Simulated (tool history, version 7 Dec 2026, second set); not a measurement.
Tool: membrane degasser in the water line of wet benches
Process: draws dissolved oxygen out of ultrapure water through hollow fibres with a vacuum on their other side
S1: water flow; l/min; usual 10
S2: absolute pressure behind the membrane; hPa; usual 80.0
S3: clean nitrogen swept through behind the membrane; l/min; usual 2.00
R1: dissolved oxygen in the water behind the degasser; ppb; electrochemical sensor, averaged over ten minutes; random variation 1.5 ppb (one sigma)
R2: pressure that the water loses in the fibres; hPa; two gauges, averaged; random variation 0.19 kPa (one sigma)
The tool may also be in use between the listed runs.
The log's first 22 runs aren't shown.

run	hour	S1	S2	S3	R1	R2
23	4080.1	10	80.0	1.69	170.0	399.0
24	4318.7	10	58.5	2.00	136.2	400.3
25	4505.7	10	52.8	2.65	126.0	401.5
26	4715.9	10	192.7	2.13	282.6	397.7
27	4830.5	10	192.7	2.13	285.5	400.9
28	4981.2	10	192.7	2.13	281.1	397.1
29	5216.7	10	192.7	2.13	289.9	398.5
30	5317.4	11	85.1	4.08	179.2	444.5
31	5537.0	11	85.1	4.08	179.3	444.1

Forecast each of these 5 alternatives for the next run:
A	5778.6	15	97.9	2.05	?	?
B	5778.6	10	80.0	1.49	?	?
C	5778.6	7	110.7	4.82	?	?
D	5778.6	10	91.3	2.29	?	?
E	5778.6	11	155.0	2.22	?	?

run	R1	R2
A	430.2	606.0
B	184.4	405.4
C	59.3	282.9
D	171.0	401.8
E	285.4	438.3
Without the tool's hidden state the same runs would have given:
run	R1	R2
A	374.7	572.9
B	159.0	383.3
C	50.2	267.4
D	145.9	379.7
E	254.5	414.1
